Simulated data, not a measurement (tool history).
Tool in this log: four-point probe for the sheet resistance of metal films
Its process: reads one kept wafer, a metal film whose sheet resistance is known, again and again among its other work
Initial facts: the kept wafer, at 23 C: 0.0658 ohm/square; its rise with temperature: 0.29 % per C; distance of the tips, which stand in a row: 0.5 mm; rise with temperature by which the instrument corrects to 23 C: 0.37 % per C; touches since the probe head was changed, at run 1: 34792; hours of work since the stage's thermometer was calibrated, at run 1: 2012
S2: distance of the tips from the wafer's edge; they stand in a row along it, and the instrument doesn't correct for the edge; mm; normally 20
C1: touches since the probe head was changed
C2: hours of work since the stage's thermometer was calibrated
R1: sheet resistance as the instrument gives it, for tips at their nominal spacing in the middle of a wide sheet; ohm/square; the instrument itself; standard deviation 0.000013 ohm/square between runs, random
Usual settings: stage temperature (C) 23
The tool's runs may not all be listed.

Run 1, hour 0.0: usual settings; C1 34792; C2 2012. Result: R1 0.065777 ohm/square.
Run 2, hour 43.1: usual settings; C1 37636; C2 2045. Result: R1 0.065799 ohm/square.
Run 3, hour 80.8: usual settings; C1 40121; C2 2074. Result: R1 0.065781 ohm/square.
Run 4, hour 142.8: usual settings but S2 13 mm; C1 44206; C2 2120. Result: R1 0.065836 ohm/square.
Run 5, hour 187.3: usual settings but S2 13 mm; C1 47140; C2 2154. Result: R1 0.065833 ohm/square.
Run 6, hour 241.0: usual settings but S2 29 mm; C1 50675; C2 2195. Result: R1 0.065807 ohm/square.
Run 7, hour 278.6: usual settings but S2 29 mm; C1 53155; C2 2223. Result: R1 0.065785 ohm/square.
Run 8, hour 347.7: usual settings; C1 57709; C2 2275. Result: R1 0.065830 ohm/square.
Run 9, hour 380.8: usual settings but stage temperature (C) 18; C1 59889; C2 2300. Result: R1 0.066112 ohm/square.
Run 10, hour 439.5: usual settings but stage temperature (C) 18; C1 63756; C2 2345. Result: R1 0.066128 ohm/square.
Run 11, hour 516.3: usual settings but stage temperature (C) 18; C1 68819; C2 2403. Result: R1 0.066148 ohm/square.
Run 12, hour 573.7: usual settings but stage temperature (C) 18; C1 72602; C2 2446. Result: R1 0.066158 ohm/square.
Run 13, hour 645.9: usual settings but stage temperature (C) 18; C1 77364; C2 2501. Result: R1 0.066176 ohm/square.
Run 14, hour 709.6: usual settings but stage temperature (C) 18; C1 81560; C2 2549. Result: R1 0.066191 ohm/square.
Run 15, hour 755.3: usual settings but stage temperature (C) 18; C1 84573; C2 2583. Result: R1 0.066193 ohm/square.
Run 16, hour 832.7: usual settings but stage temperature (C) 18; C1 89671; C2 2642. Result: R1 0.066213 ohm/square.
Run 17, hour 909.8: usual settings but stage temperature (C) 18; C1 94753; C2 2700. Result: R1 0.066206 ohm/square.
Run 18, hour 983.9: usual settings but stage temperature (C) 18; C1 99642; C2 2756. Result: R1 0.066217 ohm/square.
Run 19, hour 1024.9: usual settings; C1 102342; C2 2787. Result: R1 0.065966 ohm/square.
Run 20, hour 1064.7: usual settings; C1 104965; C2 2817. Result: R1 0.065976 ohm/square.
Run 21, hour 1118.4: usual settings; C1 108507; C2 2858. Result: R1 0.065994 ohm/square.
At hour 1129.6: stage's thermometer calibrated.
Run 22, hour 1156.2: usual settings; C1 110964; C2 20. Result: R1 0.066120 ohm/square.
Run 23, hour 1223.7: usual settings; C1 115409; C2 71. Result: R1 0.066137 ohm/square.
Run 24, hour 1289.7: usual settings but stage temperature (C) 33, S2 10 mm; C1 119763; C2 121. Result: R1 0.065688 ohm/square.
Run 25, hour 1333.6: usual settings but stage temperature (C) 21, S2 4 mm; C1 122653; C2 154. Result: R1 0.066784 ohm/square.
Run 26, hour 1384.7: usual settings but stage temperature (C) 28, S2 4 mm; C1 126019; C2 193. Result: R1 0.066419 ohm/square.
Run 27, hour 1451.4: usual settings but stage temperature (C) 28, S2 4 mm; C1 130420; C2 243. Result: R1 0.066428 ohm/square.
Run 28, hour 1503.7: usual settings but stage temperature (C) 28, S2 4 mm; C1 133863; C2 283. Result: R1 0.066465 ohm/square.
Run 29, hour 1546.9: usual settings but stage temperature (C) 28, S2 4 mm; C1 136712; C2 315. Result: R1 0.066472 ohm/square.
Run 30, hour 1582.1: usual settings but stage temperature (C) 20, S2 42 mm; C1 139032; C2 342. Result: R1 0.066289 ohm/square.
Run 31, hour 1629.7: usual settings but stage temperature (C) 20, S2 42 mm; C1 142170; C2 378. Result: R1 0.066333 ohm/square.
Run 32, hour 1706.1: usual settings but stage temperature (C) 20, S2 42 mm; C1 147207; C2 436. Result: R1 0.066367 ohm/square.
Run 33, hour 1773.4: usual settings but stage temperature (C) 20, S2 26 mm; C1 151643; C2 487. Result: R1 0.066352 ohm/square.
Run 34, hour 1839.6: usual settings but stage temperature (C) 20, S2 26 mm; C1 156005; C2 537. Result: R1 0.066351 ohm/square.
Run 35, hour 1893.6: usual settings but stage temperature (C) 33, S2 18 mm; C1 159562; C2 577. Result: R1 0.065732 ohm/square.
Run 36, hour 1925.7: usual settings but stage temperature (C) 33, S2 34 mm; C1 161680; C2 602. Result: R1 0.065708 ohm/square.
Run 37, hour 1963.7: usual settings but stage temperature (C) 19, S2 5 mm; C1 164186; C2 631. Result: R1 0.066816 ohm/square.
Run 38, hour 1995.1: usual settings but stage temperature (C) 18; C1 166250; C2 654. Result: R1 0.066520 ohm/square.
Run 39, hour 2035.1: usual settings but stage temperature (C) 25, S2 5 mm; C1 168887; C2 684. Result: R1 0.066484 ohm/square.
Run 40, hour 2100.8: usual settings but S2 15 mm; C1 173222; C2 734. Result: R1 0.066294 ohm/square.
Run 41, hour 2161.4: usual settings but stage temperature (C) 26, S2 4 mm; C1 177210; C2 780. Result: R1 0.066666 ohm/square.
Run 42, hour 2226.9: usual settings but S2 16 mm; C1 181530; C2 829. Result: R1 0.066312 ohm/square.
Run 43, hour 2286.1: usual settings but S2 16 mm; C1 185429; C2 874. Result: R1 0.066336 ohm/square.
Run 44, hour 2328.3: usual settings but S2 17 mm; C1 188216; C2 906. Result: R1 0.066316 ohm/square.

3 ways to go on from here, each from the tool as it stands after run 44. What would each give?
At hour 2401.3: new probe head fitted.
Run A, hour 2404.4: usual settings but S2 8 mm; C1 207; C2 963. Result: R1 ?.
At hour 2401.3: new probe head fitted.
Run B, hour 2404.4: usual settings but S2 7 mm; C1 207; C2 963. Result: R1 ?.
At hour 2401.3: new probe head fitted.
Run C, hour 2404.4: usual settings but stage temperature (C) 21, S2 17 mm; C1 207; C2 963. Result: R1 ?.

run        R1
  A  0.065965
  B  0.065988
  C  0.065962
Without the tool's hidden state the same runs would have given:
run        R1
  A  0.065948
  B  0.065971
  C  0.065946

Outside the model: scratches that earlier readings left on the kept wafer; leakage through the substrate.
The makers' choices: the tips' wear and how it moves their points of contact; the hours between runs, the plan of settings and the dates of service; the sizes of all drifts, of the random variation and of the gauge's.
